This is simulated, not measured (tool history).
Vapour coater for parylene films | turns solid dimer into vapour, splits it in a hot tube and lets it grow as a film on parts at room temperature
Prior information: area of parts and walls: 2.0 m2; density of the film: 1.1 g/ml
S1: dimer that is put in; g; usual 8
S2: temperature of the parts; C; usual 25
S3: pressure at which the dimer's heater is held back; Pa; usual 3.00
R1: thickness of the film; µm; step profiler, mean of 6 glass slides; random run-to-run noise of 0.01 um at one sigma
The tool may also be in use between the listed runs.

run	hour	S1	S2	S3	R1
1	0.0	8	25	3.00	2.24
2	60.0	8	23	3.00	2.40
3	99.9	8	23	3.00	2.40
4	165.6	8	25	10.88	2.11
5	238.9	8	25	11.64	2.11
6	304.6	8	23	11.64	2.25
7	368.1	8	23	11.64	2.28
8	401.2	5	25	3.00	1.45
9	454.4	5	25	3.00	1.43
10	527.2	5	25	3.00	1.41
11	583.7	5	25	3.00	1.41
12	619.9	5	25	3.00	1.43
13	655.8	8	27	3.00	2.15
14	712.8	8	27	3.00	2.13
# hour 729.1: trap's valve overhauled
15	783.4	8	27	3.00	2.14
16	853.0	8	25	2.55	2.31
17	884.6	8	25	2.55	2.32
18	926.9	8	25	9.58	2.17
19	959.8	8	20	3.00	2.72
20	995.2	8	20	3.00	2.72
21	1064.4	8	18	3.00	2.89
22	1125.5	8	18	3.00	2.92
# hour 1195.2: table's thermometer calibrated
23	1195.2	8	18	3.00	2.91
# hour 1207.5: gauge calibrated
24	1253.7	8	18	3.00	2.83
25	1303.8	8	18	3.00	2.84
26	1341.7	8	27	2.49	2.12
27	1380.2	8	29	7.01	1.89
28	1415.5	8	18	3.00	2.84
# hour 1457.3: trap's valve overhauled
29	1480.0	13	19	3.51	4.47
30	1548.0	13	19	3.51	4.44
31	1591.9	4	25	7.23	1.09
32	1640.5	5	37	3.63	0.93
33	1702.9	5	27	7.49	1.29
34	1745.7	7	31	3.00	1.63
35	1780.2	7	31	3.00	1.64
36	1818.2	6	22	3.89	1.85
37	1878.3	3	23	3.00	0.93
38	1950.7	3	23	3.00	0.91
39	1988.7	3	19	6.53	1.02
40	2048.0	8	35	3.00	1.65
41	2077.9	8	34	3.00	1.69
42	2113.5	13	34	4.16	2.73
43	2160.1	4	17	4.93	1.46
# hour 2183.5: trap's valve overhauled
44	2220.9	4	17	2.19	1.52
45	2282.7	7	24	8.05	1.99
46	2333.4	7	24	8.05	1.97
47	2400.6	10	27	3.70	2.67

Consider 4 possible next runs. They are alternatives, not a sequence: every one starts from the tool as it was left by run 47. What does each give?
A	2472.1	13	27	3.84	?
B	2472.1	10	36	2.63	?
C	2472.1	13	27	3.70	?
D	2472.1	8	23	3.83	?

run	R1
A	3.50
B	2.04
C	3.47
D	2.46
With the hidden condition removed and each run's random variation left untouched, the same runs would have given:
run	R1
A	3.41
B	1.98
C	3.37
D	2.39
